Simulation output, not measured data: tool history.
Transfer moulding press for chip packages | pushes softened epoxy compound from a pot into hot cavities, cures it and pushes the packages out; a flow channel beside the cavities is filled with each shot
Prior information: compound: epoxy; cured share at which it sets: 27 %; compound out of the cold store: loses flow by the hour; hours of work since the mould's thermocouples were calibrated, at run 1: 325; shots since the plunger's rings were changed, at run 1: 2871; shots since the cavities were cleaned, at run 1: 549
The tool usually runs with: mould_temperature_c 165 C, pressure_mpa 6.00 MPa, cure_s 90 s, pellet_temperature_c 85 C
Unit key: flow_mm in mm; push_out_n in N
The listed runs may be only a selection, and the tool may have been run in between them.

run	hour	mould_temperature_c	pressure_mpa	cure_s	pellet_temperature_c	hours of work since the mould's thermocouples were calibrated	shots since the plunger's rings were changed	shots since the cavities were cleaned	incoming compound's hours out of the cold store	flow_mm	push_out_n
1	0.0	165	6.00	90	85	325	2871	549	41.0	788	341
# hour 6.7: cavities cleaned with cleaning compound and waxed
# hour 52.9: cavities cleaned with cleaning compound and waxed
2	65.6	165	6.00	90	90	372	3747	178	24.5	857	268
# hour 101.9: cavities cleaned with cleaning compound and waxed
3	113.0	165	6.00	87	90	407	4390	156	37.7	797	299
# hour 151.7: cavities cleaned with cleaning compound and waxed
4	184.7	165	6.00	87	90	461	5371	462	26.6	823	345
# hour 198.4: cavities cleaned with cleaning compound and waxed
5	237.9	165	6.00	87	90	500	6095	553	19.0	841	357
# hour 244.4: cavities cleaned with cleaning compound and waxed
# hour 256.8: plunger's sealing rings changed
# hour 268.0: mould's thermocouples calibrated
# hour 294.9: cavities cleaned with cleaning compound and waxed
6	321.1	165	6.00	87	90	39	850	366	36.4	832	327
# hour 341.3: cavities cleaned with cleaning compound and waxed
7	353.9	165	6.00	90	85	63	1289	177	9.8	952	268
# hour 388.0: cavities cleaned with cleaning compound and waxed
8	396.6	165	6.00	90	85	94	1864	119	46.5	790	269
# hour 434.6: cavities cleaned with cleaning compound and waxed
9	467.5	165	6.00	90	85	147	2835	460	37.9	807	341
# hour 485.4: cavities cleaned with cleaning compound and waxed
# hour 536.0: cavities cleaned with cleaning compound and waxed
10	536.9	165	6.00	90	85	198	3764	12	21.7	857	258
# hour 583.0: cavities cleaned with cleaning compound and waxed
11	614.2	165	6.00	90	85	255	4824	436	25.5	841	326
# hour 631.7: cavities cleaned with cleaning compound and waxed
12	666.0	165	6.00	90	85	294	5528	479	19.9	851	353
# hour 679.5: cavities cleaned with cleaning compound and waxed
13	701.3	165	6.00	90	85	320	6002	305	10.5	887	320
# hour 722.2: plunger's sealing rings changed
# hour 729.8: cavities cleaned with cleaning compound and waxed
14	743.4	165	5.36	102	83	348	275	189	38.1	800	269
# hour 777.0: cavities cleaned with cleaning compound and waxed
15	796.0	165	5.36	102	83	387	990	266	18.5	858	285
# hour 823.3: cavities cleaned with cleaning compound and waxed
16	865.6	165	5.36	102	83	439	1943	593	14.4	860	325
# hour 870.8: cavities cleaned with cleaning compound and waxed
# hour 922.2: cavities cleaned with cleaning compound and waxed
17	942.3	168	5.36	102	83	495	2974	281	47.9	715	259
# hour 971.3: cavities cleaned with cleaning compound and waxed
# hour 978.2: mould's thermocouples calibrated
18	995.9	168	5.36	102	83	13	3675	316	46.3	724	293
# hour 1023.9: cavities cleaned with cleaning compound and waxed
19	1056.8	165	6.00	93	81	59	4506	460	47.3	756	334
# hour 1071.1: cavities cleaned with cleaning compound and waxed
20	1110.8	167	6.00	100	84	99	5240	556	38.0	783	326
# hour 1121.8: cavities cleaned with cleaning compound and waxed
# hour 1173.8: cavities cleaned with cleaning compound and waxed
21	1179.5	172	6.60	99	88	149	6159	79	39.7	780	230
# hour 1192.9: plunger's sealing rings changed
# hour 1222.1: cavities cleaned with cleaning compound and waxed
22	1235.9	172	6.00	90	85	189	580	193	18.0	889	258
# hour 1272.5: cavities cleaned with cleaning compound and waxed
23	1302.5	172	5.02	90	85	238	1492	421	22.0	779	301
# hour 1319.4: cavities cleaned with cleaning compound and waxed
24	1342.9	172	6.00	90	85	268	2036	330	29.8	816	272
# hour 1366.9: cavities cleaned with cleaning compound and waxed
25	1375.7	158	7.03	90	85	291	2473	123	24.2	968	380
# hour 1414.9: cavities cleaned with cleaning compound and waxed
26	1434.2	158	7.03	90	85	335	3271	270	16.4	999	446

Some steps in flow_mm between neighbouring runs. How much of each would the tool show without its hidden state too (settings, what came in, random variation), and how much is left for the hidden state, with any gauge scatter that isn't in both results?
Hidden state at play: true mould temperature over the reading, C; pressure that reaches the compound, % of what is set; grip of the stained cavities, % over clean ones'; drift of the gauge itself on flow_mm, %; drift of the gauge itself on push_out_n, %.
Run 5 -> 6: cavities cleaned with cleaning compound and waxed, plunger's sealing rings changed, mould's thermocouples calibrated, cavities cleaned with cleaning compound and waxed. flow_mm -9 mm: hidden state +59, all else -68.
Run 7 -> 8: cavities cleaned with cleaning compound and waxed. flow_mm -162 mm: hidden state -2, all else -160.
Run 13 -> 14: pressure_mpa 6.00 -> 5.36, cure_s 90 -> 102, pellet_temperature_c 85 -> 83, plunger's sealing rings changed, cavities cleaned with cleaning compound and waxed. flow_mm -87 mm: hidden state +63, all else -150.
Run 24 -> 25: mould_temperature_c 172 -> 158, pressure_mpa 6.00 -> 7.03, cavities cleaned with cleaning compound and waxed. flow_mm +152 mm: hidden state -11, all else +163.
